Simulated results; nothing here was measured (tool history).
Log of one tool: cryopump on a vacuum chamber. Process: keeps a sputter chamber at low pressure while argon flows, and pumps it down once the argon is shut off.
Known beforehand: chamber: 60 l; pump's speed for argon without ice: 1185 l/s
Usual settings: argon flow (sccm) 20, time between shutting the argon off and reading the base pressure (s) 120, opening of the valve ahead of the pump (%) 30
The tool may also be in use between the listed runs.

| run | hour | argon flow (sccm) | time between shutting the argon off and reading the base pressure (s) | opening of the valve ahead of the pump (%) | pressure while argon flows (Pa) | pressure after the wait (uPa) |
|---|---|---|---|---|---|---|
| 1 | 0.0 | 20 | 120 | 30 | 0.0989 | 1.92 |
| 2 | 45.0 | 20 | 120 | 30 | 0.0987 | 1.89 |
| 3 | 88.3 | 20 | 120 | 39 | 0.0764 | 1.93 |
| 4 | 130.3 | 20 | 120 | 39 | 0.0762 | 1.93 |
| 5 | 166.3 | 20 | 120 | 39 | 0.0771 | 1.91 |
| 6 | 205.3 | 20 | 120 | 30 | 0.0998 | 1.96 |
| 7 | 227.2 | 20 | 120 | 30 | 0.1002 | 2.01 |
| 8 | 275.5 | 20 | 120 | 30 | 0.0995 | 2.04 |
| 9 | 300.8 | 20 | 74 | 30 | 0.0991 | 2.54 |
|  | 349.5 | pump warmed up, emptied and cooled again |
| 10 | 353.8 | 11 | 35 | 30 | 0.0525 | 3.50 |
| 11 | 386.2 | 22 | 93 | 30 | 0.1039 | 2.06 |
| 12 | 411.1 | 22 | 93 | 30 | 0.1048 | 2.16 |
| 13 | 453.5 | 20 | 73 | 48 | 0.0604 | 2.32 |
| 14 | 481.3 | 27 | 120 | 30 | 0.1312 | 1.97 |
| 15 | 506.5 | 19 | 286 | 17 | 0.1603 | 1.58 |
| 16 | 542.4 | 20 | 144 | 39 | 0.0743 | 1.89 |
| 17 | 577.6 | 20 | 144 | 39 | 0.0744 | 1.92 |
| 18 | 602.0 | 14 | 24 | 21 | 0.0969 | 4.83 |

For each run, the measured value with the value that run would have given without the tool's hidden condition subtracted. The run-to-run variation is shared by both, the gauge scatter possibly not:
The hidden state here: pump's speed, % of a pump's without ice; cold plate's temperature, K; leak into the chamber, uPa l/s; drift of the gauge itself on working_pa, %; drift of the gauge itself on base_upa, %.
| run | pressure while argon flows (Pa) | pressure after the wait (uPa) |
|---|---|---|
| 1 | +0.0029 | +0.94 |
| 2 | +0.0032 | +0.94 |
| 3 | +0.0033 | +0.99 |
| 4 | +0.0035 | +1.00 |
| 5 | +0.0037 | +0.99 |
| 6 | +0.0040 | +1.04 |
| 7 | +0.0040 | +1.07 |
| 8 | +0.0043 | +1.10 |
| 9 | +0.0044 | +1.14 |
| 10 | +0.0001 | +0.96 |
| 11 | +0.0005 | +0.97 |
| 12 | +0.0006 | +1.00 |
| 13 | +0.0007 | +1.01 |
| 14 | +0.0011 | +1.04 |
| 15 | +0.0009 | +1.06 |
| 16 | +0.0011 | +1.08 |
| 17 | +0.0012 | +1.11 |
| 18 | +0.0010 | +1.12 |
